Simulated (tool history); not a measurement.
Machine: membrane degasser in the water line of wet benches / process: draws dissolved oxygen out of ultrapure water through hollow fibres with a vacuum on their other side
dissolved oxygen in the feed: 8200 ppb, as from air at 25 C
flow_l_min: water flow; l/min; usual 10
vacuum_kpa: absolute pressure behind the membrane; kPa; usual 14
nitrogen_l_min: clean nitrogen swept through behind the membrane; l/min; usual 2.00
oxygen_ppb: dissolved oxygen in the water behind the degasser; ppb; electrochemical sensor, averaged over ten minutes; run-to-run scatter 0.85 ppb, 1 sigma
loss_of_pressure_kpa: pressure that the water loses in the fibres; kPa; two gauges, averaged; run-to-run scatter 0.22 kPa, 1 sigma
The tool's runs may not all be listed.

run	hour	flow_l_min	vacuum_kpa	nitrogen_l_min	oxygen_ppb	loss_of_pressure_kpa
1	0.0	10	14	2.00	136.1	52.71
2	97.8	10	14	2.00	135.7	52.49
# hour 105.3: vacuum gauge calibrated
3	176.6	10	14	2.00	137.9	53.13
4	242.0	7	14	2.00	95.7	36.80
5	367.5	7	14	2.00	95.8	36.94
# hour 477.1: vacuum gauge calibrated, once more
6	477.1	10	14	2.00	137.4	53.23
7	577.9	10	14	2.00	135.7	53.67
8	651.7	10	14	2.49	111.2	53.11
9	771.1	10	14	2.00	135.6	53.40
10	866.0	10	14	2.00	136.9	53.26
11	931.3	10	14	2.00	138.1	53.04
12	1033.3	10	14	2.00	138.0	53.58
13	1088.7	10	14	2.00	138.0	53.74
14	1201.9	10	14	2.00	137.9	53.44
15	1280.5	10	14	1.42	186.3	53.52
16	1340.7	10	14	1.42	189.9	53.59
17	1442.3	10	14	1.42	188.4	53.80

Forecast run 18:
18	1497.1	10	14	1.42	?	?

{"run 18": {"oxygen_ppb": 190.0, "loss_of_pressure_kpa": 53.33}}
Without the tool's hidden state the same run would have given oxygen_ppb 183.3 ppb, loss_of_pressure_kpa 51.18 kPa.
